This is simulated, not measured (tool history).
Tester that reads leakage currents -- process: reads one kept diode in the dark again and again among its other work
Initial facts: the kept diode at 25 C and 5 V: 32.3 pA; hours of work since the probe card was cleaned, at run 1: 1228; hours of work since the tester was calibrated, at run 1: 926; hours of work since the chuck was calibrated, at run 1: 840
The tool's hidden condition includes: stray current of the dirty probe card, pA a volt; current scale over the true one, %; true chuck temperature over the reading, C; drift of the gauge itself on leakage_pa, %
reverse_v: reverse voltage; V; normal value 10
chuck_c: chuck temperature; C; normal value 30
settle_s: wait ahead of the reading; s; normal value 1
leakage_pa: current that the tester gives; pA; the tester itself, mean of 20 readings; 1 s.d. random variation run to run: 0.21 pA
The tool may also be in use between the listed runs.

| run | day | reverse_v | chuck_c | settle_s | hours of work since the probe card was cleaned | hours of work since the tester was calibrated | hours of work since the chuck was calibrated | leakage_pa |
|---|---|---|---|---|---|---|---|---|
| 1 | 0 | 10 | 30 | 1 | 1228 | 926 | 840 | 76.09 |
| 2 | 2.142 | 10 | 30 | 1 | 1255 | 952 | 866 | 76.14 |
| 3 | 3.262 | 10 | 40 | 1 | 1269 | 966 | 880 | 161.87 |
| 4 | 4.6 | 10 | 40 | 1 | 1285 | 983 | 897 | 161.57 |
|  | 4.867 | tester calibrated |
| 5 | 6.825 | 1.4 | 30 | 1 | 1312 | 24 | 923 | 29.79 |
| 6 | 7.896 | 1.4 | 30 | 1 | 1325 | 37 | 936 | 29.76 |
| 7 | 9.117 | 2.6 | 30 | 1 | 1340 | 53 | 951 | 39.24 |
|  | 11.483 | tester calibrated, once more |
| 8 | 11.704 | 2.6 | 30 | 1 | 1371 | 3 | 982 | 39.02 |
| 9 | 14.104 | 11.7 | 30 | 8.18 | 1401 | 32 | 1012 | 81.84 |
| 10 | 16.225 | 1.7 | 25 | 7.33 | 1427 | 59 | 1038 | 20.95 |
| 11 | 17.304 | 12.5 | 25 | 5.03 | 1440 | 72 | 1052 | 62.48 |
| 12 | 18.754 | 7.9 | 27 | 0.47 | 1458 | 90 | 1070 | 56.54 |

Across each entry between runs, compare the hidden state at the last listed run before it with the hidden state at the first listed run after it:
Logged between run 4 and run 5: tester calibrated (day 4.867)
  stray current of the dirty probe card, pA a volt: 1.789 -> 1.828; current scale over the true one, %: 0.29 -> 0.36; true chuck temperature over the reading, C: -1.87 -> -1.92
  difference, measured minus the result without the unlogged condition, leakage_pa: -7.38 -> -2.7 pA
Logged between run 7 and run 8: tester calibrated, once more (day 11.483)
  stray current of the dirty probe card, pA a volt: 1.867 -> 1.909; current scale over the true one, %: 0.37 -> -0.09; true chuck temperature over the reading, C: -1.96 -> -2.02
  difference, measured minus the result without the unlogged condition, leakage_pa: -1.94 -> -2.18 pA

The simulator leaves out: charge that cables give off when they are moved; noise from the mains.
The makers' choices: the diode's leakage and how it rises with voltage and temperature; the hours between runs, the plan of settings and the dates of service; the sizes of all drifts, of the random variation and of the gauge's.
